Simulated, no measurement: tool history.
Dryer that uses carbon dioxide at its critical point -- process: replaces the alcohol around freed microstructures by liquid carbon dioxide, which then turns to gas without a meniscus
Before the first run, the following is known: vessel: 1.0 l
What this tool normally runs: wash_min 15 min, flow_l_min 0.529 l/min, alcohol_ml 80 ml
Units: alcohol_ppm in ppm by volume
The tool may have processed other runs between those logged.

| run | hour | wash_min | flow_l_min | alcohol_ml | alcohol_ppm |
|---|---|---|---|---|---|
| 1 | 0.0 | 15 | 0.529 | 80 | 140 |
| 2 | 8.2 | 15 | 0.529 | 80 | 141 |
| 3 | 14.8 | 15 | 0.529 | 80 | 157 |
| 4 | 23.8 | 15 | 0.529 | 80 | 155 |
| 5 | 32.0 | 15 | 0.529 | 80 | 160 |
| 6 | 41.0 | 15 | 0.529 | 80 | 170 |
| 7 | 52.2 | 15 | 0.529 | 80 | 153 |
|  | 64.0 | inlet filter changed |
| 8 | 65.0 | 15 | 0.529 | 80 | 79 |
| 9 | 72.8 | 15 | 0.529 | 80 | 86 |
| 10 | 78.9 | 15 | 0.391 | 80 | 393 |
| 11 | 88.3 | 15 | 0.391 | 80 | 406 |
| 12 | 94.8 | 16 | 0.529 | 80 | 68 |
| 13 | 104.9 | 16 | 0.529 | 22 | 55 |
| 14 | 112.8 | 16 | 0.529 | 22 | 55 |
| 15 | 121.2 | 15 | 0.529 | 69 | 85 |
| 16 | 130.1 | 15 | 0.529 | 69 | 90 |
| 17 | 139.2 | 15 | 0.529 | 69 | 97 |
| 18 | 149.1 | 15 | 0.529 | 69 | 88 |
| 19 | 161.4 | 15 | 0.529 | 69 | 93 |
| 20 | 169.4 | 15 | 0.529 | 69 | 107 |
| 21 | 179.7 | 15 | 0.364 | 69 | 555 |
| 22 | 186.3 | 15 | 0.364 | 69 | 565 |
| 23 | 198.7 | 15 | 0.364 | 69 | 577 |
| 24 | 207.6 | 16 | 0.379 | 71 | 370 |
| 25 | 218.8 | 16 | 0.536 | 65 | 84 |
| 26 | 230.9 | 21 | 0.869 | 80 | 55 |
| 27 | 244.5 | 21 | 0.392 | 23 | 70 |
| 28 | 253.3 | 21 | 0.382 | 23 | 75 |
| 29 | 262.4 | 21 | 0.404 | 63 | 93 |
| 30 | 268.5 | 21 | 0.404 | 63 | 92 |
| 31 | 278.0 | 21 | 0.345 | 80 | 200 |
| 32 | 287.3 | 15 | 0.448 | 80 | 259 |
| 33 | 293.8 | 11 | 0.628 | 77 | 210 |
| 34 | 305.5 | 22 | 0.407 | 55 | 83 |
| 35 | 317.7 | 22 | 0.375 | 27 | 79 |

Forecast each of these 4 alternatives for the next run:
| A | 324.2 | 23 | 0.529 | 80 | ? |
| B | 324.2 | 10 | 0.470 | 92 | ? |
| C | 324.2 | 11 | 0.352 | 23 | ? |
| D | 324.2 | 15 | 0.860 | 80 | ? |

| run | alcohol_ppm |
|---|---|
| A | 63 |
| B | 1501 |
| C | 866 |
| D | 51 |
Without the tool's unlogged condition, the same runs would have read:
| run | alcohol_ppm |
|---|---|
| A | 5 |
| B | 1105 |
| C | 651 |
| D | 0 |
